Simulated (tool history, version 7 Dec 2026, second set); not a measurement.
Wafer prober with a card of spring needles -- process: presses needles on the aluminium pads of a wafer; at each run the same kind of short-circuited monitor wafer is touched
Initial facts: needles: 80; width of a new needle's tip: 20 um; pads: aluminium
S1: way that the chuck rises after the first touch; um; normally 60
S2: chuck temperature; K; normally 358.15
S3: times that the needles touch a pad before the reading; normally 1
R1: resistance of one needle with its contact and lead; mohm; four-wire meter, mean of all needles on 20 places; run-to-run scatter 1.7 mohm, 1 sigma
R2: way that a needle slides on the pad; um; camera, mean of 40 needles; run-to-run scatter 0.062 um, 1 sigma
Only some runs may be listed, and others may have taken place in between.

run	hour	S1	S2	S3	R1	R2
1	0.0	60	358.15	1	181	16.50
2	9.2	60	385.15	1	209	16.47
# hour 17.3: tips cleaned on abrasive film
3	18.6	60	385.15	1	192	16.35
4	27.4	60	385.15	1	215	16.36
# hour 28.2: height of the first contact set anew
5	32.4	60	385.15	1	226	16.49
# hour 34.4: tips cleaned on abrasive film
6	42.0	54	358.15	1	210	14.73
# hour 51.3: tips cleaned on abrasive film
7	51.5	54	358.15	1	185	14.71

Run 8 comes next. What will it give?
8	62.1	54	358.15	1	?	?

R1: 225 mohm
R2: 14.68 um
With no hidden state in the tool, this same run would have given R1 182 mohm, R2 14.78 um.

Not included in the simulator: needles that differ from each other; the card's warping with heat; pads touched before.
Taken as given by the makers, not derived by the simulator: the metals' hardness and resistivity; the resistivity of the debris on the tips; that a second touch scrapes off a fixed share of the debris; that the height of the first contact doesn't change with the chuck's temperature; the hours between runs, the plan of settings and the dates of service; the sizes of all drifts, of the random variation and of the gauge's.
